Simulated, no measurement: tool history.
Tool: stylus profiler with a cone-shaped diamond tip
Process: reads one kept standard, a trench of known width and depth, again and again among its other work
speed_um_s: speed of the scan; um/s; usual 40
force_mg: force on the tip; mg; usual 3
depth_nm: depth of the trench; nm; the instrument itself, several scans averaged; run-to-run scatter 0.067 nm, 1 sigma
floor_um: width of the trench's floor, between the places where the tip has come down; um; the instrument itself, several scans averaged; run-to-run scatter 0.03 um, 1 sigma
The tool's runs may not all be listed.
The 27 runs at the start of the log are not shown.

run,hour,speed_um_s,force_mg,scans with this tip,hours of work since the height scale was calibrated,depth_nm,floor_um
28,754.1,46,5.68,6865,172,204.37,27.1
29,773.1,46,5.68,6972,184,204.36,27.15
30,806.8,49,4.69,7162,206,203.75,27.05
31,842.9,26,3.22,7365,229,203,27.11
32,860.5,89,5.04,7464,240,203.89,26.98
33,877.1,106,3.2,7558,251,203,26.88
34,892.5,60,4.36,7644,261,203.67,26.98
35,927.6,40,7.63,7842,283,205.2,27.04
36,949.9,35,2.87,7967,297,202.71,26.98
# hour 979.9: new tip fitted, height scale calibrated
37,979.9,52,8.27,0,0,205.98,28.24
38,1006.5,86,1.9,150,17,202.27,27.98
39,1036.3,86,1.9,318,36,202.19,28.01
40,1054.9,26,1.15,423,48,201.6,28.1
41,1089.5,84,1.12,617,70,201.55,27.84
42,1121.7,146,1.6,799,91,201.99,27.72
43,1148.3,146,1.88,948,108,202.09,27.71
44,1175.4,146,1.88,1101,125,202.13,27.68
45,1202.2,40,8.25,1252,142,205.84,28.01
46,1236.2,40,2.87,1443,164,202.82,27.96

Alternative continuations, all from the tool just after run 46; predict every row:
A,1257,13,3,1561,177,?,?
B,1257,50,1.94,1561,177,?,?
C,1257,40,2.7,1561,177,?,?

run,depth_nm,floor_um
A,203.02,27.98
B,202.12,27.88
C,202.82,27.91
With no hidden state in the tool, these same runs would have given:
run,depth_nm,floor_um
A,203.1,28.23
B,202.2,28.14
C,202.9,28.16
